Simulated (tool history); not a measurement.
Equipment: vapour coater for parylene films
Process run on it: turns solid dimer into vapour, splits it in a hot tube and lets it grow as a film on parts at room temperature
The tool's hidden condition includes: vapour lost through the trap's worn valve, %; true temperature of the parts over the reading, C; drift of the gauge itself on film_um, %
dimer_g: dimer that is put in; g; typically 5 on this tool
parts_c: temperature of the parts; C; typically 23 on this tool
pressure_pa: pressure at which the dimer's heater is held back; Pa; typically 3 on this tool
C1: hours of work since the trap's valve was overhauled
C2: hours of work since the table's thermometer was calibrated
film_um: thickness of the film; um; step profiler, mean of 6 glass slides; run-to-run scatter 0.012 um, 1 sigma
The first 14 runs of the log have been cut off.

run 15 hour=208 | dimer_g=5 parts_c=23 pressure_pa=8.52 | C1=102 C2=301 | film_um=1.26
run 16 hour=223.8 | dimer_g=5 parts_c=23 pressure_pa=8.52 | C1=111 C2=310 | film_um=1.27
run 17 hour=237.3 | dimer_g=5 parts_c=23 pressure_pa=3 | C1=120 C2=319 | film_um=1.57
run 18 hour=246.5 | dimer_g=5 parts_c=23 pressure_pa=3 | C1=125 C2=324 | film_um=1.57
run 19 hour=264 | dimer_g=5 parts_c=23 pressure_pa=3 | C1=136 C2=335 | film_um=1.59
run 20 hour=280.3 | dimer_g=5 parts_c=23 pressure_pa=3 | C1=146 C2=345 | film_um=1.56
run 21 hour=295 | dimer_g=7 parts_c=23 pressure_pa=3 | C1=155 C2=354 | film_um=2.22
run 22 hour=303.9 | dimer_g=5 parts_c=23 pressure_pa=2.59 | C1=160 C2=359 | film_um=1.66
run 23 hour=322.9 | dimer_g=5 parts_c=23 pressure_pa=3 | C1=172 C2=371 | film_um=1.57

Run 24 has not been measured yet. What should we expect?
run 24 hour=338.4 | dimer_g=5 parts_c=23 pressure_pa=3 | C1=181 C2=380 | film_um=?

Run 24 measured film_um 1.56 um.
On a tool with no hidden condition, and with the same random variation, this run would have come out at film_um 1.61 um.

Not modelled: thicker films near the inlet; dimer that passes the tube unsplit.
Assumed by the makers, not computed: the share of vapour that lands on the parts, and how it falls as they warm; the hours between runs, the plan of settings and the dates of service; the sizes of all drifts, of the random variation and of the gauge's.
